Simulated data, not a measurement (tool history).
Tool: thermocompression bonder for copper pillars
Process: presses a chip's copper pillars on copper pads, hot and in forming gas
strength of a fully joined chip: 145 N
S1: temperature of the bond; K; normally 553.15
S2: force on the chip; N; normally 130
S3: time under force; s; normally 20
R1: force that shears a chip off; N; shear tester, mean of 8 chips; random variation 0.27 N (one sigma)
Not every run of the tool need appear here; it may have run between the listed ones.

run   hour      S1   S2  S3    R1
  1    0.0  553.15  130  20  52.6
  2   74.4  553.15  130  20  52.5
  3  143.2  553.15  130  20  51.1
  4  180.3  553.15  130  20  51.6
  5  239.3  564.15  130  20  58.3
  6  313.2  564.15  130  20  57.6
     317.5  -- forming gas filter changed
  7  365.6  564.15  130  20  62.5

Run 8 comes next. What will it give?
  8  435.0  553.15  130  16   ?

R1: 49.1 N
The same run, on a tool lacking any hidden state, would have yielded R1 48.7 N.
